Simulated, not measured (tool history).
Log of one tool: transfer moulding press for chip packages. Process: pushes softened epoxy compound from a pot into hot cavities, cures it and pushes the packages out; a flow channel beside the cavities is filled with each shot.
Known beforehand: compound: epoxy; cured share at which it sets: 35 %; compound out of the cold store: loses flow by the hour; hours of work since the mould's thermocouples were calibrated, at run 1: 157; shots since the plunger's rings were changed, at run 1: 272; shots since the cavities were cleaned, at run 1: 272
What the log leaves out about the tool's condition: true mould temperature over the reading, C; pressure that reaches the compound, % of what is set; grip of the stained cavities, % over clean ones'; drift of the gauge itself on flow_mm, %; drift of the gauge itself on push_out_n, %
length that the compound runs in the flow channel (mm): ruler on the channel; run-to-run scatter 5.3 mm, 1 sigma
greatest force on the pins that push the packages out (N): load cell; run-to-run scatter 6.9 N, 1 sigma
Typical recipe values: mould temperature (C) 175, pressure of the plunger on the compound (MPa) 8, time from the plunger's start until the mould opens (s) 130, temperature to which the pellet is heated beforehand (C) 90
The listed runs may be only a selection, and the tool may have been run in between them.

| run | day | mould temperature (C) | pressure of the plunger on the compound (MPa) | time from the plunger's start until the mould opens (s) | temperature to which the pellet is heated beforehand (C) | hours of work since the mould's thermocouples were calibrated | shots since the plunger's rings were changed | shots since the cavities were cleaned | incoming compound's hours out of the cold store | length that the compound runs in the flow channel (mm) | greatest force on the pins that push the packages out (N) |
|---|---|---|---|---|---|---|---|---|---|---|---|
| 1 | 0 | 175 | 8 | 130 | 90 | 157 | 272 | 272 | 10.1 | 950 | 395 |
| 2 | 0.325 | 175 | 8 | 130 | 90 | 160 | 324 | 324 | 14.1 | 919 | 392 |
| 3 | 0.517 | 175 | 8 | 130 | 90 | 162 | 355 | 355 | 24.2 | 865 | 390 |
|  | 0.871 | cavities cleaned with cleaning compound and waxed |
| 4 | 0.871 | 175 | 6.8 | 130 | 90 | 165 | 402 | 0 | 41.3 | 724 | 428 |
| 5 | 1.162 | 175 | 6.8 | 130 | 90 | 168 | 449 | 47 | 15.1 | 838 | 473 |
| 6 | 1.342 | 175 | 6.8 | 130 | 90 | 170 | 478 | 76 | 39.5 | 726 | 464 |
|  | 1.592 | cavities cleaned with cleaning compound and waxed, once more |
| 7 | 1.654 | 175 | 8 | 130 | 90 | 173 | 518 | 10 | 16.6 | 905 | 298 |
| 8 | 1.946 | 175 | 8 | 130 | 94 | 176 | 565 | 57 | 22.3 | 873 | 312 |
| 9 | 2.142 | 175 | 8 | 130 | 94 | 178 | 597 | 89 | 13.8 | 910 | 339 |
| 10 | 2.446 | 175 | 8 | 130 | 90 | 182 | 646 | 138 | 33.1 | 825 | 344 |
| 11 | 2.679 | 175 | 8 | 130 | 90 | 184 | 683 | 175 | 48 | 752 | 341 |
| 12 | 2.862 | 175 | 8 | 130 | 90 | 186 | 713 | 205 | 14 | 913 | 379 |
| 13 | 3.038 | 175 | 8 | 130 | 90 | 188 | 741 | 233 | 37 | 806 | 371 |
| 14 | 3.262 | 175 | 8 | 130 | 90 | 190 | 777 | 269 | 26.9 | 849 | 380 |
| 15 | 3.554 | 175 | 8 | 158 | 92 | 193 | 824 | 316 | 39.1 | 802 | 332 |
| 16 | 3.971 | 175 | 8 | 158 | 92 | 198 | 891 | 383 | 44 | 771 | 343 |
|  | 4.162 | cavities cleaned with cleaning compound and waxed |
| 17 | 4.329 | 175 | 9.9 | 164 | 90 | 201 | 939 | 27 | 21.6 | 979 | 272 |
| 18 | 4.667 | 175 | 6.08 | 164 | 90 | 205 | 993 | 81 | 26.3 | 744 | 281 |
| 19 | 5.017 | 175 | 8 | 141 | 88 | 209 | 1050 | 138 | 26.4 | 855 | 335 |
| 20 | 5.204 | 182 | 6.85 | 155 | 87 | 211 | 1080 | 168 | 21.4 | 783 | 299 |
| 21 | 5.475 | 175 | 8 | 124 | 93 | 213 | 1123 | 211 | 29.6 | 838 | 390 |
| 22 | 5.75 | 176 | 8.62 | 156 | 89 | 216 | 1167 | 255 | 29.3 | 863 | 323 |
| 23 | 5.983 | 172 | 7.8 | 138 | 94 | 219 | 1205 | 293 | 24.9 | 873 | 430 |
| 24 | 6.333 | 172 | 7.8 | 138 | 94 | 223 | 1261 | 349 | 42 | 778 | 407 |
|  | 6.721 | cavities cleaned with cleaning compound and waxed |
| 25 | 6.729 | 175 | 8 | 168 | 90 | 226 | 1314 | 0 | 26.5 | 844 | 237 |
| 26 | 7.129 | 175 | 8.55 | 115 | 90 | 231 | 1379 | 65 | 24.4 | 885 | 377 |
| 27 | 7.454 | 175 | 8.55 | 115 | 90 | 234 | 1431 | 117 | 46.3 | 780 | 377 |
| 28 | 7.775 | 175 | 8 | 121 | 90 | 238 | 1483 | 169 | 18.4 | 883 | 403 |

Entry by entry between the runs, the difference in hidden state between the last listed run before and the first listed run after:
Runs 3 to 4: cavities cleaned with cleaning compound and waxed (day 0.871)
  pressure that reaches the compound, % of what is set: 98.71 -> 98.57; grip of the stained cavities, % over clean ones': 40.7 -> 55.5
  measured value less the no-hidden-state value, length that the compound runs in the flow channel (mm): -5 -> -4; greatest force on the pins that push the packages out (N): +114 -> +157
Runs 6 to 7: cavities cleaned with cleaning compound and waxed, once more (day 1.592)
  true mould temperature over the reading, C: -0.24 -> -0.25; pressure that reaches the compound, % of what is set: 98.36 -> 98.25; grip of the stained cavities, % over clean ones': 58.6 -> 2.8
  measured value less the no-hidden-state value, length that the compound runs in the flow channel (mm): -5 -> -6; greatest force on the pins that push the packages out (N): +174 -> +11
Runs 16 to 17: cavities cleaned with cleaning compound and waxed (day 4.162)
  pressure that reaches the compound, % of what is set: 97.25 -> 97.12; grip of the stained cavities, % over clean ones': 42 -> 8.8
  measured value less the no-hidden-state value, length that the compound runs in the flow channel (mm): -9 -> -13; greatest force on the pins that push the packages out (N): +103 -> +23
Runs 24 to 25: cavities cleaned with cleaning compound and waxed (day 6.721)
  true mould temperature over the reading, C: -0.33 -> -0.34; pressure that reaches the compound, % of what is set: 96.25 -> 96.1; grip of the stained cavities, % over clean ones': 41.2 -> 0.4
  measured value less the no-hidden-state value, length that the compound runs in the flow channel (mm): -13 -> -15; greatest force on the pins that push the packages out (N): +123 -> +1
